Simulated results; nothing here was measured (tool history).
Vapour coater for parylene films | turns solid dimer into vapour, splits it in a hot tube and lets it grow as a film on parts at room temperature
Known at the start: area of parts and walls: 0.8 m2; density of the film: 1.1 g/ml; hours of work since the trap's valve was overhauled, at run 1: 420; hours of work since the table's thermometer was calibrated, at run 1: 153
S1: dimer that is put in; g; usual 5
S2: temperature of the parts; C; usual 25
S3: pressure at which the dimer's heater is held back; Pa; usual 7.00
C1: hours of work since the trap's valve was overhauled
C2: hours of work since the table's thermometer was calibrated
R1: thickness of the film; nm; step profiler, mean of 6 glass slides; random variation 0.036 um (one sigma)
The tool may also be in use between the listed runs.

{"run": 1, "hour": 0.0, "S1": 5, "S2": 25, "S3": 7.0, "C1": 420, "C2": 153, "R1": 3720}
{"run": 2, "hour": 44.2, "S1": 5, "S2": 25, "S3": 7.0, "C1": 457, "C2": 189, "R1": 3740}
{"hour": 82.7, "done": "trap's valve overhauled"}
{"run": 3, "hour": 98.3, "S1": 5, "S2": 25, "S3": 7.0, "C1": 13, "C2": 231, "R1": 3790}
{"run": 4, "hour": 136.9, "S1": 5, "S2": 25, "S3": 7.0, "C1": 45, "C2": 263, "R1": 3790}
{"run": 5, "hour": 198.3, "S1": 3, "S2": 25, "S3": 7.0, "C1": 96, "C2": 314, "R1": 2290}
{"run": 6, "hour": 262.5, "S1": 2, "S2": 25, "S3": 7.0, "C1": 149, "C2": 367, "R1": 1500}
{"run": 7, "hour": 312.8, "S1": 5, "S2": 25, "S3": 4.06, "C1": 191, "C2": 409, "R1": 4270}
{"run": 8, "hour": 372.8, "S1": 5, "S2": 25, "S3": 7.0, "C1": 241, "C2": 459, "R1": 3780}
{"run": 9, "hour": 404.6, "S1": 5, "S2": 27, "S3": 7.0, "C1": 267, "C2": 485, "R1": 3590}
{"run": 10, "hour": 454.6, "S1": 5, "S2": 31, "S3": 7.0, "C1": 309, "C2": 527, "R1": 3290}
{"run": 11, "hour": 514.9, "S1": 5, "S2": 25, "S3": 7.0, "C1": 359, "C2": 577, "R1": 3770}
{"run": 12, "hour": 575.1, "S1": 5, "S2": 33, "S3": 7.0, "C1": 409, "C2": 627, "R1": 3280}
{"run": 13, "hour": 609.2, "S1": 5, "S2": 25, "S3": 7.0, "C1": 437, "C2": 656, "R1": 3750}
{"hour": 671.6, "done": "trap's valve overhauled"}
{"run": 14, "hour": 675.1, "S1": 5, "S2": 25, "S3": 7.0, "C1": 3, "C2": 707, "R1": 3700}
{"run": 15, "hour": 709.2, "S1": 5, "S2": 25, "S3": 7.0, "C1": 31, "C2": 735, "R1": 3780}
{"run": 16, "hour": 768.6, "S1": 5, "S2": 25, "S3": 3.02, "C1": 81, "C2": 785, "R1": 4610}
{"run": 17, "hour": 805.7, "S1": 5, "S2": 25, "S3": 3.02, "C1": 111, "C2": 815, "R1": 4590}
{"run": 18, "hour": 864.0, "S1": 5, "S2": 27, "S3": 7.0, "C1": 160, "C2": 864, "R1": 3580}
{"run": 19, "hour": 906.3, "S1": 5, "S2": 27, "S3": 7.0, "C1": 195, "C2": 899, "R1": 3570}
{"run": 20, "hour": 933.8, "S1": 5, "S2": 27, "S3": 7.0, "C1": 218, "C2": 922, "R1": 3640}
{"run": 21, "hour": 966.1, "S1": 5, "S2": 27, "S3": 7.0, "C1": 245, "C2": 949, "R1": 3540}
{"run": 22, "hour": 1000.8, "S1": 5, "S2": 27, "S3": 7.0, "C1": 273, "C2": 977, "R1": 3680}
{"run": 23, "hour": 1052.3, "S1": 5, "S2": 25, "S3": 7.52, "C1": 316, "C2": 1020, "R1": 3710}
{"run": 24, "hour": 1116.7, "S1": 5, "S2": 20, "S3": 7.0, "C1": 370, "C2": 1074, "R1": 4090}
{"run": 25, "hour": 1171.0, "S1": 2, "S2": 21, "S3": 11.32, "C1": 415, "C2": 1119, "R1": 1440}
{"run": 26, "hour": 1224.2, "S1": 2, "S2": 19, "S3": 3.61, "C1": 459, "C2": 1163, "R1": 1960}
{"hour": 1259.0, "done": "trap's valve overhauled"}
{"run": 27, "hour": 1281.4, "S1": 5, "S2": 20, "S3": 7.0, "C1": 19, "C2": 1207, "R1": 4100}
{"run": 28, "hour": 1312.7, "S1": 5, "S2": 20, "S3": 7.0, "C1": 45, "C2": 1233, "R1": 4070}
{"run": 29, "hour": 1360.3, "S1": 5, "S2": 19, "S3": 7.0, "C1": 84, "C2": 1273, "R1": 4130}
{"hour": 1367.3, "done": "table's thermometer calibrated"}
{"run": 30, "hour": 1426.4, "S1": 4, "S2": 30, "S3": 5.34, "C1": 138, "C2": 49, "R1": 2940}
{"run": 31, "hour": 1474.0, "S1": 5, "S2": 26, "S3": 4.0, "C1": 178, "C2": 89, "R1": 4150}
{"run": 32, "hour": 1521.0, "S1": 6, "S2": 19, "S3": 5.48, "C1": 217, "C2": 128, "R1": 5240}
{"run": 33, "hour": 1557.5, "S1": 6, "S2": 34, "S3": 6.17, "C1": 247, "C2": 158, "R1": 3940}
{"run": 34, "hour": 1591.6, "S1": 6, "S2": 34, "S3": 6.0, "C1": 275, "C2": 186, "R1": 3950}
{"run": 35, "hour": 1630.3, "S1": 5, "S2": 35, "S3": 9.95, "C1": 308, "C2": 218, "R1": 2870}
{"run": 36, "hour": 1680.7, "S1": 3, "S2": 29, "S3": 4.52, "C1": 349, "C2": 260, "R1": 2360}
{"run": 37, "hour": 1732.0, "S1": 3, "S2": 29, "S3": 4.52, "C1": 392, "C2": 303, "R1": 2310}
{"run": 38, "hour": 1782.4, "S1": 2, "S2": 29, "S3": 4.52, "C1": 434, "C2": 345, "R1": 1530}
{"run": 39, "hour": 1815.3, "S1": 2, "S2": 27, "S3": 9.1, "C1": 461, "C2": 372, "R1": 1390}
{"hour": 1848.9, "done": "trap's valve overhauled"}
{"run": 40, "hour": 1877.1, "S1": 2, "S2": 27, "S3": 9.1, "C1": 23, "C2": 420, "R1": 1390}
{"run": 41, "hour": 1905.6, "S1": 3, "S2": 24, "S3": 3.43, "C1": 47, "C2": 444, "R1": 2730}
{"run": 42, "hour": 1968.0, "S1": 3, "S2": 36, "S3": 6.94, "C1": 99, "C2": 496, "R1": 1840}
{"run": 43, "hour": 2018.7, "S1": 5, "S2": 25, "S3": 3.68, "C1": 141, "C2": 538, "R1": 4420}
{"run": 44, "hour": 2082.0, "S1": 5, "S2": 25, "S3": 10.04, "C1": 194, "C2": 590, "R1": 3460}
{"run": 45, "hour": 2145.5, "S1": 5, "S2": 19, "S3": 3.4, "C1": 246, "C2": 643, "R1": 4960}
{"run": 46, "hour": 2202.1, "S1": 5, "S2": 19, "S3": 3.4, "C1": 293, "C2": 690, "R1": 4920}
{"run": 47, "hour": 2239.9, "S1": 3, "S2": 25, "S3": 7.0, "C1": 325, "C2": 721, "R1": 2240}

3 ways to go on from here, each from the tool as it stands after run 47. What would each give?
{"run": "A", "hour": 2301.4, "S1": 5, "S2": 21, "S3": 3.9, "C1": 376, "C2": 773, "R1": "?"}
{"run": "B", "hour": 2301.4, "S1": 2, "S2": 25, "S3": 7.0, "C1": 376, "C2": 773, "R1": "?"}
{"run": "C", "hour": 2301.4, "S1": 3, "S2": 32, "S3": 7.0, "C1": 376, "C2": 773, "R1": "?"}

run=A R1=4620
run=B R1=1530
run=C R1=2020
Without the tool's hidden state the same runs would have given:
run=A R1=4640
run=B R1=1540
run=C R1=2030
